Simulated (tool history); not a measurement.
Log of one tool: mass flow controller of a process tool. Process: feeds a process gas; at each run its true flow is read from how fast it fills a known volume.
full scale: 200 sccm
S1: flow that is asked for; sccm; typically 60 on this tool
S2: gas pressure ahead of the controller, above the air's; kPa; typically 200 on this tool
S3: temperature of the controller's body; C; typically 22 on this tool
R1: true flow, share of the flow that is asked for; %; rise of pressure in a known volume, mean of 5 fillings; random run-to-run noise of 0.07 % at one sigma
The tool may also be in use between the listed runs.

run 1 hour=0.0 | S1=60 S2=200 S3=22 | R1=99.13
run 2 hour=79.2 | S1=60 S2=200 S3=22 | R1=99.03
run 3 hour=140.6 | S1=60 S2=200 S3=22 | R1=98.89
run 4 hour=185.4 | S1=60 S2=200 S3=22 | R1=99.16
run 5 hour=236.6 | S1=60 S2=200 S3=22 | R1=99.02
-- hour=244.1 controller's zero set anew
run 6 hour=317.9 | S1=60 S2=200 S3=22 | R1=99.07
run 7 hour=379.1 | S1=60 S2=200 S3=22 | R1=98.97
run 8 hour=425.4 | S1=60 S2=200 S3=22 | R1=99.09
run 9 hour=486.6 | S1=60 S2=157 S3=22 | R1=98.90
-- hour=493.2 controller's zero set anew, once more
run 10 hour=533.8 | S1=60 S2=157 S3=22 | R1=99.16
run 11 hour=608.8 | S1=159 S2=148 S3=22 | R1=99.70
run 12 hour=689.7 | S1=60 S2=185 S3=28 | R1=99.57
run 13 hour=748.3 | S1=86 S2=185 S3=36 | R1=100.52
run 14 hour=817.4 | S1=86 S2=185 S3=36 | R1=100.57
run 15 hour=855.3 | S1=86 S2=185 S3=36 | R1=100.61

Some steps in R1, run to run, broken into two amounts with sign: the step expected even without the hidden condition (settings, incoming material, random variation), and the rest, left for the hidden condition together with whatever gauge scatter is not in both the measured and the hidden-condition-free result:
Hidden state at play: flow at rest that the sensor doesn't see, % of full scale; true flow over the shown one, %; drift of the gauge itself on true_pct, %.
Run 9 -> 10: controller's zero set anew, once more. R1 +0.26 %: hidden state +0.24, all else +0.02.
Run 12 -> 13: S1 60 -> 86, S3 28 -> 36. R1 +0.95 %: hidden state +0.03, all else +0.92.
